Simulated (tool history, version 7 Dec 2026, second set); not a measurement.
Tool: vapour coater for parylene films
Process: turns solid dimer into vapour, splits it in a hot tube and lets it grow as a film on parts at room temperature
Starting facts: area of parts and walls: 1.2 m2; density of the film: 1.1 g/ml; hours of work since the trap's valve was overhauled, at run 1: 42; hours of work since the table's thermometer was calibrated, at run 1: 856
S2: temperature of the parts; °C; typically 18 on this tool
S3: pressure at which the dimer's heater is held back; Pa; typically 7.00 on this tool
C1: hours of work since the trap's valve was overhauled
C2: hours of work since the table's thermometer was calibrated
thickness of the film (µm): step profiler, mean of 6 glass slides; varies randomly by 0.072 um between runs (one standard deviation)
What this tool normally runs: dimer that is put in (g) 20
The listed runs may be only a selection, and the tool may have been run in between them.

{"run": 1, "hour": 0.0, "dimer that is put in (g)": 20, "S2": 18, "S3": 7.0, "C1": 42, "C2": 856, "thickness of the film (µm)": 8.41}
{"run": 2, "hour": 39.4, "dimer that is put in (g)": 20, "S2": 18, "S3": 7.0, "C1": 61, "C2": 875, "thickness of the film (µm)": 8.34}
{"run": 3, "hour": 98.9, "dimer that is put in (g)": 20, "S2": 18, "S3": 7.0, "C1": 88, "C2": 902, "thickness of the film (µm)": 8.14}
{"run": 4, "hour": 167.2, "dimer that is put in (g)": 12, "S2": 18, "S3": 7.0, "C1": 120, "C2": 934, "thickness of the film (µm)": 4.8}
{"run": 5, "hour": 219.5, "dimer that is put in (g)": 12, "S2": 18, "S3": 7.0, "C1": 144, "C2": 958, "thickness of the film (µm)": 4.7}
{"run": 6, "hour": 267.2, "dimer that is put in (g)": 12, "S2": 18, "S3": 7.0, "C1": 166, "C2": 980, "thickness of the film (µm)": 4.7}
{"run": 7, "hour": 344.7, "dimer that is put in (g)": 20, "S2": 18, "S3": 2.85, "C1": 202, "C2": 1016, "thickness of the film (µm)": 8.96}
{"run": 8, "hour": 404.3, "dimer that is put in (g)": 20, "S2": 18, "S3": 7.18, "C1": 229, "C2": 1043, "thickness of the film (µm)": 7.38}
{"run": 9, "hour": 475.7, "dimer that is put in (g)": 20, "S2": 18, "S3": 7.18, "C1": 262, "C2": 1076, "thickness of the film (µm)": 7.18}
{"hour": 532.2, "done": "trap's valve overhauled"}
{"run": 10, "hour": 532.2, "dimer that is put in (g)": 23, "S2": 20, "S3": 2.14, "C1": 0, "C2": 1100, "thickness of the film (µm)": 11.0}
{"run": 11, "hour": 602.6, "dimer that is put in (g)": 23, "S2": 20, "S3": 2.14, "C1": 33, "C2": 1133, "thickness of the film (µm)": 10.97}
{"run": 12, "hour": 659.9, "dimer that is put in (g)": 22, "S2": 18, "S3": 7.0, "C1": 59, "C2": 1159, "thickness of the film (µm)": 8.87}
{"run": 13, "hour": 736.2, "dimer that is put in (g)": 21, "S2": 21, "S3": 7.86, "C1": 94, "C2": 1195, "thickness of the film (µm)": 7.37}
{"run": 14, "hour": 795.8, "dimer that is put in (g)": 21, "S2": 21, "S3": 7.86, "C1": 122, "C2": 1222, "thickness of the film (µm)": 7.18}
{"run": 15, "hour": 860.9, "dimer that is put in (g)": 21, "S2": 21, "S3": 7.86, "C1": 152, "C2": 1252, "thickness of the film (µm)": 7.05}
{"run": 16, "hour": 899.6, "dimer that is put in (g)": 18, "S2": 12, "S3": 7.0, "C1": 170, "C2": 1270, "thickness of the film (µm)": 8.6}
{"run": 17, "hour": 933.5, "dimer that is put in (g)": 12, "S2": 12, "S3": 4.12, "C1": 185, "C2": 1286, "thickness of the film (µm)": 6.33}

Pick out some run-to-run changes in thickness of the film (µm). Of each, how much would a tool without hidden state show as well, from the settings, what came in and chance, and how much is left for the hidden state and any gauge scatter not in both results compared?
Unlogged tool condition in this case: vapour lost through the trap's worn valve, %; true temperature of the parts over the reading, C; drift of the gauge itself on film_um, %.
Run 6 -> 7: dimer that is put in (g) 12 -> 20, S3 7.00 -> 2.85. thickness of the film (µm) +4.26: hidden state -0.75, all else +5.01.
Run 9 -> 10: dimer that is put in (g) 20 -> 23, S2 18 -> 20, S3 7.18 -> 2.14, trap's valve overhauled. thickness of the film (µm) +3.82: hidden state +1.00, all else +2.82.
